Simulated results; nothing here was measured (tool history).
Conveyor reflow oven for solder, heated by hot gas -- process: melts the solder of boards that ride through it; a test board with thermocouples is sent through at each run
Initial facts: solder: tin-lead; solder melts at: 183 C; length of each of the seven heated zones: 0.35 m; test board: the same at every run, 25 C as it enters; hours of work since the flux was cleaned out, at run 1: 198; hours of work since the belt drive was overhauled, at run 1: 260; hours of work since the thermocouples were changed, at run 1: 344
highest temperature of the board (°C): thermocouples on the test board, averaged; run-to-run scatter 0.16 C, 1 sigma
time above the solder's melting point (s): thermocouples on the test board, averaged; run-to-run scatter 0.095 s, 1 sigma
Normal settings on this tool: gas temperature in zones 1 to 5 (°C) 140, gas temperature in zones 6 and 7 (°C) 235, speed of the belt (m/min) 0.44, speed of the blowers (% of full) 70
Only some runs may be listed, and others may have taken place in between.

| run | day | gas temperature in zones 1 to 5 (°C) | gas temperature in zones 6 and 7 (°C) | speed of the belt (m/min) | speed of the blowers (% of full) | hours of work since the flux was cleaned out | hours of work since the belt drive was overhauled | hours of work since the thermocouples were changed | highest temperature of the board (°C) | time above the solder's melting point (s) |
|---|---|---|---|---|---|---|---|---|---|---|
| 1 | 0 | 140 | 235 | 0.44 | 70 | 198 | 260 | 344 | 222.2 | 78.19 |
| 2 | 1.829 | 140 | 232 | 0.44 | 70 | 220 | 282 | 366 | 219.7 | 75.9 |
| 3 | 3.888 | 154 | 235 | 0.44 | 70 | 244 | 306 | 390 | 224.5 | 86.17 |
| 4 | 5.758 | 140 | 235 | 0.44 | 70 | 266 | 328 | 412 | 222.6 | 77.97 |
| 5 | 7.412 | 140 | 235 | 0.45 | 70 | 286 | 348 | 432 | 222.2 | 75.72 |
|  | 8.258 | flux residue cleaned out of gas plates and filters |
| 6 | 9.596 | 140 | 235 | 0.44 | 71 | 16 | 371 | 455 | 222.6 | 78.04 |
| 7 | 12.217 | 134 | 235 | 0.44 | 70 | 47 | 402 | 486 | 221.7 | 74.87 |
| 8 | 13.471 | 134 | 235 | 0.44 | 70 | 62 | 417 | 501 | 221.7 | 74.85 |
| 9 | 15.025 | 140 | 235 | 0.44 | 70 | 80 | 435 | 519 | 222.5 | 78.01 |
| 10 | 16.962 | 140 | 235 | 0.44 | 70 | 103 | 458 | 542 | 222.4 | 78.23 |
| 11 | 19.067 | 140 | 235 | 0.44 | 70 | 128 | 483 | 567 | 222.5 | 78.14 |
| 12 | 20.208 | 140 | 235 | 0.44 | 70 | 141 | 497 | 581 | 222.6 | 78.15 |
| 13 | 22.725 | 145 | 235 | 0.377 | 70 | 171 | 527 | 611 | 226.7 | 98.22 |
| 14 | 24.292 | 145 | 235 | 0.377 | 70 | 190 | 545 | 629 | 226.9 | 98.06 |
| 15 | 26.833 | 152 | 244 | 0.355 | 85 | 220 | 575 | 659 | 238.8 | 114.9 |
| 16 | 28 | 134 | 230 | 0.376 | 73 | 234 | 589 | 673 | 221.6 | 89.45 |
| 17 | 30.633 | 131 | 235 | 0.44 | 84 | 265 | 620 | 704 | 223.8 | 76.16 |
| 18 | 32.021 | 135 | 245 | 0.454 | 82 | 281 | 637 | 721 | 232.3 | 80.25 |
|  | 33.204 | flux residue cleaned out of gas plates and filters |
| 19 | 34.2 | 135 | 245 | 0.454 | 82 | 12 | 660 | 744 | 232.5 | 80.55 |
| 20 | 36.367 | 135 | 229 | 0.454 | 73 | 37 | 686 | 770 | 216 | 68.28 |
| 21 | 38.533 | 133 | 235 | 0.44 | 63 | 63 | 711 | 795 | 220.2 | 72.83 |
| 22 | 40.721 | 133 | 235 | 0.44 | 63 | 89 | 737 | 821 | 220 | 72.76 |

3 options for the next run, each taken on its own from the tool as it stands now. Forecast them:
| A | 42.742 | 140 | 235 | 0.468 | 70 | 113 | 761 | 845 | ? | ? |
| B | 42.742 | 155 | 245 | 0.44 | 63 | 113 | 761 | 845 | ? | ? |
| C | 42.742 | 134 | 235 | 0.44 | 70 | 113 | 761 | 845 | ? | ? |

| run | highest temperature of the board (°C) | time above the solder's melting point (s) |
|---|---|---|
| A | 221 | 71.7 |
| B | 232.5 | 91.62 |
| C | 221.6 | 74.89 |
What these runs would have given with no unlogged condition in the tool:
| run | highest temperature of the board (°C) | time above the solder's melting point (s) |
|---|---|---|
| A | 221 | 71.69 |
| B | 232.5 | 91.61 |
| C | 221.7 | 74.89 |

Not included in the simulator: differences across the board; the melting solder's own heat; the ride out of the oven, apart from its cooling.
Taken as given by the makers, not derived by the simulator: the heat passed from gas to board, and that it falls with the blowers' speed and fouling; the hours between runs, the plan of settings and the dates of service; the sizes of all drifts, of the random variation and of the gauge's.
